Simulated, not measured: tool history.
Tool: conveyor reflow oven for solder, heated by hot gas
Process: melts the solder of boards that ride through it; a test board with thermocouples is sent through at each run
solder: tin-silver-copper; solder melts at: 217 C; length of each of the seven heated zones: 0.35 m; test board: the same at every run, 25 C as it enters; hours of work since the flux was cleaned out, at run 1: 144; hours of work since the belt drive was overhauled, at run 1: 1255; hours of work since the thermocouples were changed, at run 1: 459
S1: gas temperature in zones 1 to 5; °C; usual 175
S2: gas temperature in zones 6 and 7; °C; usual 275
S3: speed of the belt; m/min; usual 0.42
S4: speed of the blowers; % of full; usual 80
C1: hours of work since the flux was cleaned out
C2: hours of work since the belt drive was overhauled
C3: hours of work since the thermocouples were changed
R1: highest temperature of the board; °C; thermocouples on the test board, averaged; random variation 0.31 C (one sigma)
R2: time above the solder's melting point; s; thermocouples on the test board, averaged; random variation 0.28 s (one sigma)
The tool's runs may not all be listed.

run	hour	S1	S2	S3	S4	C1	C2	C3	R1	R2
1	0	175	275	0.42	80	144	1255	459	264.3	86.8
2	55.5	175	275	0.357	80	177	1288	492	268.1	106.6
3	86.6	175	275	0.42	51	196	1306	511	256.1	78.8
4	120.8	175	275	0.391	80	216	1327	531	266.3	94.5
# hour 138.3: thermocouples of zones 6 and 7 changed
5	181.1	182	275	0.42	80	251	1361	25	263.8	89.8
6	235.1	182	275	0.42	80	283	1393	57	263.8	89
# hour 278.7: flux residue cleaned out of gas plates and filters
7	306.1	182	275	0.42	80	16	1433	97	261.9	89.2
8	341.3	182	275	0.42	80	37	1454	118	262.1	88.3
# hour 361.7: belt drive overhauled, speed set with a stopwatch
9	376.9	182	275	0.42	80	56	9	136	261.7	86.4
# hour 420.9: flux residue cleaned out of gas plates and filters, once more
10	429.6	182	290	0.42	80	5	37	165	279.4	96.6
11	462.9	182	290	0.42	80	25	57	184	279.7	96.8
12	527.9	175	275	0.42	54	64	96	223	257.4	79.4
13	578.8	175	275	0.42	54	94	126	253	257.9	78.9
14	643.5	175	275	0.42	54	132	164	292	257.1	79
15	691.8	175	275	0.42	54	161	193	320	256.7	79.2
16	750.7	175	268	0.42	80	196	228	355	257.7	81.4
17	795.1	176	270	0.495	70	222	254	382	252	63.1
18	830.9	164	288	0.46	86	244	276	403	272.1	78.7
19	888.3	184	278	0.42	52	278	310	437	260.3	85.8
# hour 939.1: flux residue cleaned out of gas plates and filters
20	945.2	180	281	0.358	67	4	341	468	274	109.5
21	977.4	180	264	0.367	67	23	360	487	257.1	96.3
22	1033.5	163	275	0.393	80	56	393	520	266.5	88.7
# hour 1068.8: thermocouples of zones 6 and 7 changed
23	1089.8	171	275	0.473	60	88	425	12	253.2	65.1
24	1146	175	275	0.373	59	122	459	46	262.1	94.8
25	1207.7	175	275	0.373	59	158	495	82	261.3	94.8
26	1245.9	163	274	0.429	85	181	518	105	260.7	76.9
27	1302.3	163	274	0.429	85	215	552	139	260.7	76.9
28	1338.5	163	276	0.448	85	236	573	160	260.5	73.5

Forecast each of these 4 alternatives for the next run:
A	1398.3	166	278	0.42	80	272	609	196	?	?
B	1398.3	188	278	0.448	85	272	609	196	?	?
C	1398.3	175	275	0.443	82	272	609	196	?	?
D	1398.3	163	276	0.448	63	272	609	196	?	?

run	R1	R2
A	263.5	81.8
B	265.6	87
C	261.3	79
D	254.4	66.5
Without the tool's hidden state the same runs would have given:
run	R1	R2
A	265.7	83.3
B	267.4	87.5
C	263.4	80.4
D	256.6	68.7

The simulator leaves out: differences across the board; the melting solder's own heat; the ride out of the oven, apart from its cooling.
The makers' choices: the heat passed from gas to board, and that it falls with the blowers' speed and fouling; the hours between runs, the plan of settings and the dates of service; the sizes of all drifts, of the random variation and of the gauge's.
